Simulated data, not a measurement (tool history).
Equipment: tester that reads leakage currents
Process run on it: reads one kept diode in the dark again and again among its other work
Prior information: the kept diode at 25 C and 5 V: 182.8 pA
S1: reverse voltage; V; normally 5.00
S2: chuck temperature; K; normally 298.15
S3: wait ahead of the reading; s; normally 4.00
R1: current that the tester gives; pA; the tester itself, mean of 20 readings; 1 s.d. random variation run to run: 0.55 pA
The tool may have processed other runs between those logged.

run 1 hour=0.0 | S1=5.00 S2=298.15 S3=4.00 | R1=185.59
run 2 hour=28.0 | S1=5.00 S2=298.15 S3=4.00 | R1=184.82
run 3 hour=66.3 | S1=5.00 S2=298.15 S3=4.00 | R1=185.62
run 4 hour=93.5 | S1=5.00 S2=298.15 S3=4.00 | R1=186.17
run 5 hour=112.6 | S1=5.00 S2=298.15 S3=4.00 | R1=185.93
run 6 hour=129.4 | S1=5.00 S2=298.15 S3=4.00 | R1=185.21
run 7 hour=149.1 | S1=5.00 S2=298.15 S3=4.00 | R1=184.81
run 8 hour=185.9 | S1=5.00 S2=298.15 S3=4.00 | R1=184.94
run 9 hour=225.1 | S1=5.00 S2=298.15 S3=4.00 | R1=186.58
run 10 hour=264.1 | S1=5.00 S2=298.15 S3=2.79 | R1=186.81
run 11 hour=302.8 | S1=5.00 S2=298.15 S3=2.79 | R1=186.64
run 12 hour=333.9 | S1=5.00 S2=298.15 S3=2.79 | R1=186.30
run 13 hour=367.8 | S1=5.00 S2=298.15 S3=2.79 | R1=186.79
-- hour=401.3 probe card cleaned and baked
run 14 hour=405.3 | S1=5.00 S2=298.15 S3=2.79 | R1=171.50
run 15 hour=442.6 | S1=5.00 S2=298.15 S3=2.79 | R1=172.63
run 16 hour=459.9 | S1=5.00 S2=300.15 S3=4.00 | R1=199.53
run 17 hour=487.5 | S1=5.00 S2=300.15 S3=4.00 | R1=200.32
run 18 hour=512.8 | S1=5.00 S2=298.15 S3=0.89 | R1=172.80
run 19 hour=543.7 | S1=5.00 S2=298.15 S3=4.00 | R1=171.61
run 20 hour=580.4 | S1=5.00 S2=298.15 S3=2.69 | R1=173.52
run 21 hour=598.6 | S1=5.00 S2=298.15 S3=2.82 | R1=171.67
run 22 hour=623.5 | S1=10.78 S2=302.15 S3=1.25 | R1=311.52
run 23 hour=642.0 | S1=7.66 S2=293.15 S3=3.41 | R1=139.57
run 24 hour=679.8 | S1=7.66 S2=293.15 S3=3.41 | R1=140.02
run 25 hour=716.8 | S1=17.66 S2=298.15 S3=1.12 | R1=283.36
run 26 hour=751.2 | S1=3.25 S2=306.15 S3=1.26 | R1=262.65
run 27 hour=771.8 | S1=3.25 S2=306.15 S3=1.26 | R1=264.30
run 28 hour=796.1 | S1=1.24 S2=307.15 S3=4.00 | R1=196.21
run 29 hour=835.1 | S1=1.08 S2=327.15 S3=2.91 | R1=705.69
run 30 hour=867.5 | S1=1.08 S2=327.15 S3=2.91 | R1=707.81
run 31 hour=901.8 | S1=1.08 S2=327.15 S3=2.91 | R1=702.92
run 32 hour=924.3 | S1=1.91 S2=318.15 S3=2.91 | R1=486.07
run 33 hour=941.0 | S1=6.84 S2=304.15 S3=2.91 | R1=302.15
run 34 hour=979.4 | S1=3.12 S2=303.15 S3=2.91 | R1=208.02
run 35 hour=996.5 | S1=5.00 S2=298.15 S3=1.39 | R1=173.47
run 36 hour=1026.1 | S1=2.11 S2=298.15 S3=1.39 | R1=124.66
run 37 hour=1045.7 | S1=5.00 S2=297.15 S3=7.57 | R1=161.35
run 38 hour=1066.7 | S1=5.00 S2=328.15 S3=0.60 | R1=1323.44
run 39 hour=1094.4 | S1=5.00 S2=324.15 S3=3.56 | R1=1031.93
run 40 hour=1121.9 | S1=5.00 S2=298.15 S3=1.44 | R1=173.93
run 41 hour=1151.0 | S1=5.00 S2=298.15 S3=3.67 | R1=173.29

Difference, measured minus no-hidden-state, one row per run. Run-to-run variation is common to both terms; the gauge's own scatter need not be:
Hidden conditions of the tool in this case: stray current of the dirty probe card, pA a volt; current scale over the true one, %; true chuck temperature over the reading, C; drift of the gauge itself on leakage_pa, %.
run=1 R1=+2.48
run=2 R1=+2.50
run=3 R1=+2.58
run=4 R1=+2.64
run=5 R1=+2.66
run=6 R1=+2.68
run=7 R1=+2.71
run=8 R1=+2.78
run=9 R1=+2.89
run=10 R1=+3.01
run=11 R1=+3.09
run=12 R1=+3.17
run=13 R1=+3.24
run=14 R1=-10.90
run=15 R1=-10.88
run=16 R1=-12.46
run=17 R1=-12.45
run=18 R1=-10.71
run=19 R1=-10.57
run=20 R1=-10.57
run=21 R1=-10.41
run=22 R1=-17.39
run=23 R1=-7.02
run=24 R1=-6.69
run=25 R1=-10.72
run=26 R1=-17.30
run=27 R1=-17.48
run=28 R1=-13.91
run=29 R1=-47.41
run=30 R1=-48.29
run=31 R1=-48.73
run=32 R1=-34.75
run=33 R1=-17.75
run=34 R1=-14.12
run=35 R1=-9.44
run=36 R1=-8.59
run=37 R1=-8.34
run=38 R1=-94.41
run=39 R1=-74.92
run=40 R1=-9.21
run=41 R1=-9.10
